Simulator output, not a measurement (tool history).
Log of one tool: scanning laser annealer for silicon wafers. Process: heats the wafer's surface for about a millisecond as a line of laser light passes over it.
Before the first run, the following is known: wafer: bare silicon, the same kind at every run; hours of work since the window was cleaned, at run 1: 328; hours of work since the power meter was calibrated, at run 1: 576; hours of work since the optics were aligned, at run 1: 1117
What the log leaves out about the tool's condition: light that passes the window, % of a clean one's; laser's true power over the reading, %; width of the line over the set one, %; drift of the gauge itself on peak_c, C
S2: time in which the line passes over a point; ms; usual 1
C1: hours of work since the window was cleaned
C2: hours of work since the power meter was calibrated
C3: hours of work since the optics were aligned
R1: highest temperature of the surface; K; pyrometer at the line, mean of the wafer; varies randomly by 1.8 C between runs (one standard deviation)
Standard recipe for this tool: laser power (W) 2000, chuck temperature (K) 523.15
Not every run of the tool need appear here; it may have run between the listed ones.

{"run": 1, "hour": 0.0, "laser power (W)": 2000, "S2": 1, "chuck temperature (K)": 523.15, "C1": 328, "C2": 576, "C3": 1117, "R1": 1270.15}
{"run": 2, "hour": 21.0, "laser power (W)": 2000, "S2": 1.1, "chuck temperature (K)": 523.15, "C1": 343, "C2": 591, "C3": 1132, "R1": 1305.15}
{"run": 3, "hour": 68.3, "laser power (W)": 2000, "S2": 0.99, "chuck temperature (K)": 523.15, "C1": 377, "C2": 625, "C3": 1166, "R1": 1260.15}
{"run": 4, "hour": 105.9, "laser power (W)": 2000, "S2": 0.99, "chuck temperature (K)": 523.15, "C1": 405, "C2": 653, "C3": 1194, "R1": 1264.15}
{"run": 5, "hour": 129.6, "laser power (W)": 2000, "S2": 1.01, "chuck temperature (K)": 523.15, "C1": 422, "C2": 670, "C3": 1211, "R1": 1271.15}
{"run": 6, "hour": 152.0, "laser power (W)": 2000, "S2": 1.01, "chuck temperature (K)": 523.15, "C1": 438, "C2": 686, "C3": 1227, "R1": 1268.15}
{"run": 7, "hour": 198.9, "laser power (W)": 2000, "S2": 1.01, "chuck temperature (K)": 505.15, "C1": 472, "C2": 720, "C3": 1261, "R1": 1245.15}
{"run": 8, "hour": 221.9, "laser power (W)": 2000, "S2": 1, "chuck temperature (K)": 523.15, "C1": 489, "C2": 737, "C3": 1278, "R1": 1262.15}
{"run": 9, "hour": 245.0, "laser power (W)": 2000, "S2": 1, "chuck temperature (K)": 523.15, "C1": 506, "C2": 754, "C3": 1295, "R1": 1259.15}
{"run": 10, "hour": 292.9, "laser power (W)": 2000, "S2": 1, "chuck temperature (K)": 523.15, "C1": 540, "C2": 788, "C3": 1329, "R1": 1259.15}
{"run": 11, "hour": 320.0, "laser power (W)": 2000, "S2": 1, "chuck temperature (K)": 523.15, "C1": 560, "C2": 808, "C3": 1349, "R1": 1258.15}
{"run": 12, "hour": 355.4, "laser power (W)": 2000, "S2": 1, "chuck temperature (K)": 519.15, "C1": 586, "C2": 834, "C3": 1375, "R1": 1254.15}
{"run": 13, "hour": 392.5, "laser power (W)": 2000, "S2": 1, "chuck temperature (K)": 519.15, "C1": 613, "C2": 861, "C3": 1402, "R1": 1247.15}
{"run": 14, "hour": 436.9, "laser power (W)": 2194, "S2": 1, "chuck temperature (K)": 523.15, "C1": 645, "C2": 893, "C3": 1434, "R1": 1321.15}
{"run": 15, "hour": 463.7, "laser power (W)": 2194, "S2": 1, "chuck temperature (K)": 523.15, "C1": 664, "C2": 912, "C3": 1453, "R1": 1322.15}
{"run": 16, "hour": 505.1, "laser power (W)": 2194, "S2": 1, "chuck temperature (K)": 523.15, "C1": 694, "C2": 942, "C3": 1483, "R1": 1317.15}
{"hour": 514.3, "done": "optics aligned, line set to its width"}
{"run": 17, "hour": 558.3, "laser power (W)": 1867, "S2": 1, "chuck temperature (K)": 523.15, "C1": 729, "C2": 978, "C3": 32, "R1": 1199.15}
{"run": 18, "hour": 589.4, "laser power (W)": 1867, "S2": 1, "chuck temperature (K)": 523.15, "C1": 752, "C2": 1000, "C3": 55, "R1": 1197.15}
{"run": 19, "hour": 621.3, "laser power (W)": 2085, "S2": 0.99, "chuck temperature (K)": 557.15, "C1": 775, "C2": 1023, "C3": 78, "R1": 1305.15}
{"run": 20, "hour": 666.3, "laser power (W)": 2000, "S2": 1, "chuck temperature (K)": 523.15, "C1": 808, "C2": 1056, "C3": 110, "R1": 1241.15}
{"run": 21, "hour": 704.2, "laser power (W)": 2000, "S2": 0.81, "chuck temperature (K)": 523.15, "C1": 835, "C2": 1083, "C3": 138, "R1": 1166.15}
{"run": 22, "hour": 728.5, "laser power (W)": 1986, "S2": 1.09, "chuck temperature (K)": 534.15, "C1": 853, "C2": 1101, "C3": 156, "R1": 1278.15}
{"run": 23, "hour": 762.5, "laser power (W)": 2000, "S2": 0.91, "chuck temperature (K)": 515.15, "C1": 878, "C2": 1126, "C3": 180, "R1": 1197.15}
{"run": 24, "hour": 788.8, "laser power (W)": 2000, "S2": 0.91, "chuck temperature (K)": 515.15, "C1": 897, "C2": 1145, "C3": 199, "R1": 1198.15}
{"hour": 802.6, "done": "window over the wafer cleaned"}
{"hour": 812.0, "done": "optics aligned, line set to its width, once more"}
{"run": 25, "hour": 833.3, "laser power (W)": 2000, "S2": 0.91, "chuck temperature (K)": 515.15, "C1": 19, "C2": 1172, "C3": 15, "R1": 1249.15}
{"run": 26, "hour": 857.6, "laser power (W)": 2000, "S2": 1.16, "chuck temperature (K)": 515.15, "C1": 36, "C2": 1190, "C3": 33, "R1": 1343.15}
{"run": 27, "hour": 890.2, "laser power (W)": 2000, "S2": 1, "chuck temperature (K)": 561.15, "C1": 60, "C2": 1213, "C3": 57, "R1": 1329.15}
{"run": 28, "hour": 917.7, "laser power (W)": 2000, "S2": 1, "chuck temperature (K)": 561.15, "C1": 80, "C2": 1233, "C3": 77, "R1": 1330.15}
{"run": 29, "hour": 966.7, "laser power (W)": 2000, "S2": 1, "chuck temperature (K)": 561.15, "C1": 116, "C2": 1269, "C3": 112, "R1": 1327.15}
{"run": 30, "hour": 1011.0, "laser power (W)": 2000, "S2": 0.85, "chuck temperature (K)": 508.15, "C1": 148, "C2": 1301, "C3": 144, "R1": 1211.15}
{"run": 31, "hour": 1053.6, "laser power (W)": 2000, "S2": 0.85, "chuck temperature (K)": 508.15, "C1": 179, "C2": 1332, "C3": 175, "R1": 1211.15}
{"run": 32, "hour": 1081.1, "laser power (W)": 2056, "S2": 0.76, "chuck temperature (K)": 494.15, "C1": 199, "C2": 1352, "C3": 195, "R1": 1174.15}
{"run": 33, "hour": 1120.0, "laser power (W)": 2056, "S2": 0.76, "chuck temperature (K)": 494.15, "C1": 227, "C2": 1380, "C3": 224, "R1": 1172.15}

Measured result minus the same run's result without the hidden state. Both carry the same run-to-run variation, though not necessarily the same gauge scatter:
run=1 R1=-23
run=2 R1=-24
run=3 R1=-24
run=4 R1=-26
run=5 R1=-28
run=6 R1=-28
run=7 R1=-30
run=8 R1=-31
run=9 R1=-32
run=10 R1=-33
run=11 R1=-34
run=12 R1=-35
run=13 R1=-36
run=14 R1=-41
run=15 R1=-43
run=16 R1=-44
run=17 R1=-42
run=18 R1=-43
run=19 R1=-49
run=20 R1=-49
run=21 R1=-45
run=22 R1=-53
run=23 R1=-50
run=24 R1=-51
run=25 R1=+1
run=26 R1=+0
run=27 R1=+0
run=28 R1=-2
run=29 R1=-3
run=30 R1=-4
run=31 R1=-6
run=32 R1=-7
run=33 R1=-8
